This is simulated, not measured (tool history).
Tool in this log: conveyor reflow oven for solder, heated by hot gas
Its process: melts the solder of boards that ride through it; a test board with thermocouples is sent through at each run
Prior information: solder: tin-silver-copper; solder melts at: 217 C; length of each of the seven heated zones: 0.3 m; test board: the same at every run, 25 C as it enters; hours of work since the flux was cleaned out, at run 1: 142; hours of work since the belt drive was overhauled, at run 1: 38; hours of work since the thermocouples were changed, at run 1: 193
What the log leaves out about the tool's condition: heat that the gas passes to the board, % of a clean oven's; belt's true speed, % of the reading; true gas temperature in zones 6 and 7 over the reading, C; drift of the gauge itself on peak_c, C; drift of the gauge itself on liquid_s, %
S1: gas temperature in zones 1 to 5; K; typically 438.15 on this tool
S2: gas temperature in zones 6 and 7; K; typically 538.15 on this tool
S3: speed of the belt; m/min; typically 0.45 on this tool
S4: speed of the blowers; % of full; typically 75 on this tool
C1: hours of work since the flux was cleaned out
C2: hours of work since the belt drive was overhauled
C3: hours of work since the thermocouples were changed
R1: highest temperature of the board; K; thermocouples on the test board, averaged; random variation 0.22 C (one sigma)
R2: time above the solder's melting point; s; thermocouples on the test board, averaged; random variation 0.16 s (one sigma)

{"run": 1, "hour": 0.0, "S1": 438.15, "S2": 538.15, "S3": 0.45, "S4": 75, "C1": 142, "C2": 38, "C3": 193, "R1": 521.45, "R2": 54.3}
{"run": 2, "hour": 9.0, "S1": 442.15, "S2": 538.15, "S3": 0.45, "S4": 75, "C1": 146, "C2": 42, "C3": 197, "R1": 522.25, "R2": 56.2}
{"run": 3, "hour": 19.4, "S1": 442.15, "S2": 538.15, "S3": 0.45, "S4": 75, "C1": 150, "C2": 46, "C3": 202, "R1": 522.25, "R2": 55.9}
{"run": 4, "hour": 29.6, "S1": 442.15, "S2": 538.15, "S3": 0.45, "S4": 75, "C1": 155, "C2": 51, "C3": 206, "R1": 521.85, "R2": 55.9}
{"run": 5, "hour": 39.6, "S1": 442.15, "S2": 538.15, "S3": 0.45, "S4": 75, "C1": 159, "C2": 55, "C3": 211, "R1": 522.05, "R2": 55.9}
{"run": 6, "hour": 49.1, "S1": 442.15, "S2": 527.15, "S3": 0.45, "S4": 75, "C1": 163, "C2": 59, "C3": 215, "R1": 512.65, "R2": 46.9}
{"run": 7, "hour": 61.3, "S1": 447.15, "S2": 538.15, "S3": 0.45, "S4": 75, "C1": 169, "C2": 65, "C3": 220, "R1": 522.95, "R2": 58.3}
{"run": 8, "hour": 70.1, "S1": 447.15, "S2": 533.15, "S3": 0.45, "S4": 75, "C1": 172, "C2": 68, "C3": 224, "R1": 518.15, "R2": 54.7}
{"run": 9, "hour": 79.9, "S1": 447.15, "S2": 533.15, "S3": 0.45, "S4": 75, "C1": 177, "C2": 73, "C3": 228, "R1": 518.45, "R2": 54.4}
{"run": 10, "hour": 88.1, "S1": 447.15, "S2": 533.15, "S3": 0.45, "S4": 75, "C1": 180, "C2": 76, "C3": 232, "R1": 518.25, "R2": 54.8}
{"run": 11, "hour": 99.4, "S1": 447.15, "S2": 533.15, "S3": 0.45, "S4": 75, "C1": 185, "C2": 81, "C3": 237, "R1": 518.35, "R2": 54.7}
{"run": 12, "hour": 114.0, "S1": 447.15, "S2": 533.15, "S3": 0.45, "S4": 75, "C1": 192, "C2": 88, "C3": 243, "R1": 517.95, "R2": 54.8}
{"run": 13, "hour": 125.4, "S1": 447.15, "S2": 533.15, "S3": 0.45, "S4": 72, "C1": 197, "C2": 93, "C3": 248, "R1": 517.85, "R2": 53.7}
{"run": 14, "hour": 135.4, "S1": 447.15, "S2": 533.15, "S3": 0.45, "S4": 72, "C1": 201, "C2": 97, "C3": 253, "R1": 517.65, "R2": 54}
{"run": 15, "hour": 144.2, "S1": 438.15, "S2": 538.15, "S3": 0.45, "S4": 75, "C1": 205, "C2": 101, "C3": 257, "R1": 521.15, "R2": 53.5}
{"run": 16, "hour": 154.4, "S1": 438.15, "S2": 538.15, "S3": 0.45, "S4": 75, "C1": 210, "C2": 106, "C3": 261, "R1": 520.75, "R2": 53.8}
{"run": 17, "hour": 163.9, "S1": 438.15, "S2": 538.15, "S3": 0.45, "S4": 75, "C1": 214, "C2": 110, "C3": 265, "R1": 521.35, "R2": 53.5}
{"run": 18, "hour": 174.7, "S1": 438.15, "S2": 538.15, "S3": 0.45, "S4": 75, "C1": 218, "C2": 114, "C3": 270, "R1": 521.05, "R2": 53.3}
{"hour": 184.1, "done": "flux residue cleaned out of gas plates and filters"}
{"run": 19, "hour": 188.4, "S1": 449.15, "S2": 538.15, "S3": 0.45, "S4": 67, "C1": 2, "C2": 118, "C3": 274, "R1": 522.65, "R2": 58.9}
{"run": 20, "hour": 199.7, "S1": 438.15, "S2": 535.15, "S3": 0.426, "S4": 75, "C1": 7, "C2": 123, "C3": 279, "R1": 521.05, "R2": 58.1}
{"run": 21, "hour": 211.2, "S1": 438.15, "S2": 535.15, "S3": 0.426, "S4": 75, "C1": 12, "C2": 128, "C3": 284, "R1": 521.75, "R2": 58}
{"run": 22, "hour": 218.2, "S1": 438.15, "S2": 538.15, "S3": 0.457, "S4": 75, "C1": 15, "C2": 131, "C3": 287, "R1": 521.65, "R2": 53.8}
{"run": 23, "hour": 231.7, "S1": 433.15, "S2": 530.15, "S3": 0.513, "S4": 75, "C1": 21, "C2": 137, "C3": 293, "R1": 509.85, "R2": 34.7}
{"run": 24, "hour": 238.2, "S1": 433.15, "S2": 541.15, "S3": 0.468, "S4": 73, "C1": 24, "C2": 140, "C3": 296, "R1": 522.45, "R2": 50.8}
{"run": 25, "hour": 248.4, "S1": 433.15, "S2": 541.15, "S3": 0.392, "S4": 52, "C1": 28, "C2": 145, "C3": 300, "R1": 522.75, "R2": 61.6}
{"run": 26, "hour": 258.3, "S1": 447.15, "S2": 538.15, "S3": 0.45, "S4": 69, "C1": 33, "C2": 149, "C3": 305, "R1": 522.95, "R2": 58.1}
{"run": 27, "hour": 271.2, "S1": 447.15, "S2": 538.15, "S3": 0.366, "S4": 69, "C1": 38, "C2": 155, "C3": 310, "R1": 527.75, "R2": 78.4}
{"run": 28, "hour": 283.8, "S1": 440.15, "S2": 537.15, "S3": 0.366, "S4": 69, "C1": 44, "C2": 160, "C3": 316, "R1": 526.45, "R2": 74.2}
{"run": 29, "hour": 290.7, "S1": 440.15, "S2": 537.15, "S3": 0.514, "S4": 69, "C1": 47, "C2": 163, "C3": 319, "R1": 515.35, "R2": 41.9}
{"run": 30, "hour": 300.1, "S1": 441.15, "S2": 527.15, "S3": 0.514, "S4": 89, "C1": 51, "C2": 167, "C3": 323, "R1": 511.45, "R2": 39.8}
{"run": 31, "hour": 306.2, "S1": 451.15, "S2": 535.15, "S3": 0.514, "S4": 63, "C1": 54, "C2": 170, "C3": 326, "R1": 514.75, "R2": 44.2}

Here are 3 independent what-if runs from the current tool condition. What would each one return?
{"run": "A", "hour": 317.5, "S1": 447.15, "S2": 538.15, "S3": 0.45, "S4": 85, "C1": 59, "C2": 175, "C3": 331, "R1": "?", "R2": "?"}
{"run": "B", "hour": 317.5, "S1": 435.15, "S2": 538.15, "S3": 0.45, "S4": 58, "C1": 59, "C2": 175, "C3": 331, "R1": "?", "R2": "?"}
{"run": "C", "hour": 317.5, "S1": 435.15, "S2": 534.15, "S3": 0.514, "S4": 80, "C1": 59, "C2": 175, "C3": 331, "R1": "?", "R2": "?"}

run=A R1=524.95 R2=61.4
run=B R1=517.45 R2=48
run=C R1=514.45 R2=40.2
Without the tool's hidden state the same runs would have given:
run=A R1=526.25 R2=62
run=B R1=518.65 R2=48.9
run=C R1=515.65 R2=41.2
